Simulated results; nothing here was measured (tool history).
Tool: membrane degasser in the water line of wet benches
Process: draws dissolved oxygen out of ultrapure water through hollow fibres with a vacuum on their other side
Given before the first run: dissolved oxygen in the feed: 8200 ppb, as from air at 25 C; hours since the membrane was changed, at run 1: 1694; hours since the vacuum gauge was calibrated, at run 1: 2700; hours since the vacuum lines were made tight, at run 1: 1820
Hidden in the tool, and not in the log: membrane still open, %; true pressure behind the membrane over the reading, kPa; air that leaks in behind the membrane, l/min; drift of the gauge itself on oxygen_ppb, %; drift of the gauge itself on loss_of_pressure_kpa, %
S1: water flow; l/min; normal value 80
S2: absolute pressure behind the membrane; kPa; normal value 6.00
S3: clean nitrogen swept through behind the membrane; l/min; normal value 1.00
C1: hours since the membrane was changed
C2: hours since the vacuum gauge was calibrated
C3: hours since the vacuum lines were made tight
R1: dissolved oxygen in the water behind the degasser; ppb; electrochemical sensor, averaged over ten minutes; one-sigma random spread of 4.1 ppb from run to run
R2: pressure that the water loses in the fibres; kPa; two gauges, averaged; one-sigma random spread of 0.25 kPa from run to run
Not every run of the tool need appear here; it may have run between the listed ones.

Run 1, day 0.000: usual settings; C1 1694; C2 2700; C3 1820. Result: R1 412.9 ppb, R2 67.62 kPa.
Run 2, day 2.717: usual settings; C1 1759; C2 2765; C3 1885. Result: R1 406.4 ppb, R2 67.80 kPa.
Run 3, day 5.279: usual settings but S1 81 l/min; C1 1820; C2 2827; C3 1946. Result: R1 415.5 ppb, R2 67.85 kPa.
Run 4, day 7.492: usual settings but S1 81 l/min; C1 1874; C2 2880; C3 1999. Result: R1 413.4 ppb, R2 67.85 kPa.
Run 5, day 9.746: usual settings but S1 79 l/min; C1 1928; C2 2934; C3 2053. Result: R1 403.1 ppb, R2 66.45 kPa.
Run 6, day 11.900: usual settings but S2 5.69 kPa; C1 1979; C2 2986; C3 2105. Result: R1 369.6 ppb, R2 67.64 kPa.
Run 7, day 14.971: usual settings but S2 5.69 kPa; C1 2053; C2 3060; C3 2179. Result: R1 370.6 ppb, R2 66.63 kPa.
Run 8, day 16.667: usual settings but S2 4.68 kPa; C1 2094; C2 3100; C3 2220. Result: R1 241.6 ppb, R2 67.25 kPa.
Run 9, day 20.467: usual settings but S2 4.68 kPa; C1 2185; C2 3192; C3 2311. Result: R1 245.7 ppb, R2 66.70 kPa.
Run 10, day 24.204: usual settings but S2 4.68 kPa; C1 2275; C2 3281; C3 2400. Result: R1 240.9 ppb, R2 67.00 kPa.
Run 11, day 25.817: usual settings; C1 2313; C2 3320; C3 2439. Result: R1 404.5 ppb, R2 66.15 kPa.
Run 12, day 27.721: usual settings; C1 2359; C2 3366; C3 2485. Result: R1 410.1 ppb, R2 66.64 kPa.
Run 13, day 31.146: usual settings; C1 2441; C2 3448; C3 2567. Result: R1 413.0 ppb, R2 67.13 kPa.
Run 14, day 34.179: usual settings; C1 2514; C2 3521; C3 2640. Result: R1 401.4 ppb, R2 66.99 kPa.
Run 15, day 36.379: usual settings; C1 2567; C2 3573; C3 2693. Result: R1 407.4 ppb, R2 66.63 kPa.
Run 16, day 38.100: usual settings; C1 2608; C2 3615; C3 2734. Result: R1 402.5 ppb, R2 66.48 kPa.
Run 17, day 40.258: usual settings; C1 2660; C2 3667; C3 2786. Result: R1 410.4 ppb, R2 66.88 kPa.
Run 18, day 42.708: usual settings but S1 122 l/min, S2 4.16 kPa, S3 0.84 l/min; C1 2719; C2 3725; C3 2845. Result: R1 397.0 ppb, R2 101.65 kPa.
Run 19, day 46.379: usual settings but S1 122 l/min, S2 4.16 kPa, S3 0.84 l/min; C1 2807; C2 3813; C3 2933. Result: R1 393.3 ppb, R2 100.90 kPa.
Run 20, day 48.971: usual settings but S1 100 l/min, S2 10.11 kPa, S3 2.63 l/min; C1 2869; C2 3876; C3 2995. Result: R1 603.3 ppb, R2 82.99 kPa.
At day 51.112: seals of the vacuum lines changed.
Run 21, day 51.517: usual settings but S1 100 l/min, S2 10.11 kPa, S3 2.63 l/min; C1 2928; C2 3935; C3 10. Result: R1 615.6 ppb, R2 83.28 kPa.
Run 22, day 54.871: usual settings but S1 66 l/min, S2 3.88 kPa, S3 0.50 l/min; C1 3009; C2 4015; C3 90. Result: R1 143.0 ppb, R2 54.49 kPa.
Run 23, day 57.162: usual settings but S1 49 l/min, S2 3.88 kPa, S3 0.60 l/min; C1 3064; C2 4070; C3 145. Result: R1 96.6 ppb, R2 40.77 kPa.
Run 24, day 60.188: usual settings but S1 123 l/min; C1 3136; C2 4143; C3 218. Result: R1 679.0 ppb, R2 102.11 kPa.
Run 25, day 63.321: usual settings but S1 59 l/min, S2 5.88 kPa, S3 0.65 l/min; C1 3211; C2 4218; C3 293. Result: R1 386.7 ppb, R2 48.92 kPa.
Run 26, day 65.054: usual settings but S3 0.45 l/min; C1 3253; C2 4260; C3 335. Result: R1 611.6 ppb, R2 66.58 kPa.
Run 27, day 68.050: usual settings but S1 61 l/min, S2 8.15 kPa, S3 0.83 l/min; C1 3325; C2 4331; C3 406. Result: R1 602.0 ppb, R2 50.57 kPa.
Run 28, day 70.442: usual settings but S1 52 l/min, S2 13.96 kPa, S3 1.50 l/min; C1 3382; C2 4389; C3 464. Result: R1 721.0 ppb, R2 42.49 kPa.
Run 29, day 72.783: usual settings but S1 57 l/min, S2 12.19 kPa, S3 2.29 l/min; C1 3439; C2 4445; C3 520. Result: R1 467.2 ppb, R2 46.97 kPa.
Run 30, day 75.221: usual settings but S1 77 l/min, S2 8.98 kPa, S3 1.12 l/min; C1 3497; C2 4504; C3 579. Result: R1 704.9 ppb, R2 63.73 kPa.
At day 78.142: gauge calibrated.
Run 31, day 78.283: usual settings but S1 77 l/min, S2 6.38 kPa, S3 0.65 l/min; C1 3570; C2 4577; C3 652. Result: R1 553.0 ppb, R2 65.35 kPa.
Run 32, day 81.512: usual settings but S1 116 l/min, S3 1.93 l/min; C1 3648; C2 4655; C3 730. Result: R1 463.5 ppb, R2 97.65 kPa.
Run 33, day 84.942: usual settings but S1 116 l/min, S3 1.93 l/min; C1 3730; C2 4737; C3 812. Result: R1 485.6 ppb, R2 97.29 kPa.

Selected run-to-run steps in R2, each split into two signed amounts: the part the tool would show with no hidden state at all (from settings, incoming material and random variation), and the remainder, which goes to the hidden state together with any gauge scatter not common to the measured and the hidden-state-free results:
Run 17 -> 18: S1 80 -> 122, S2 6.00 -> 4.16, S3 1.00 -> 0.84. R2 +34.77 kPa: hidden state -0.43, all else +35.20.
Run 23 -> 24: S1 49 -> 123, S2 3.88 -> 6.00, S3 0.60 -> 1.00. R2 +61.34 kPa: hidden state -1.01, all else +62.35.
Run 24 -> 25: S1 123 -> 59, S2 6.00 -> 5.88, S3 1.00 -> 0.65. R2 -53.19 kPa: hidden state +0.80, all else -53.99.
Run 30 -> 31: S2 8.98 -> 6.38, S3 1.12 -> 0.65, gauge calibrated. R2 +1.62 kPa: hidden state +1.30, all else +0.32.
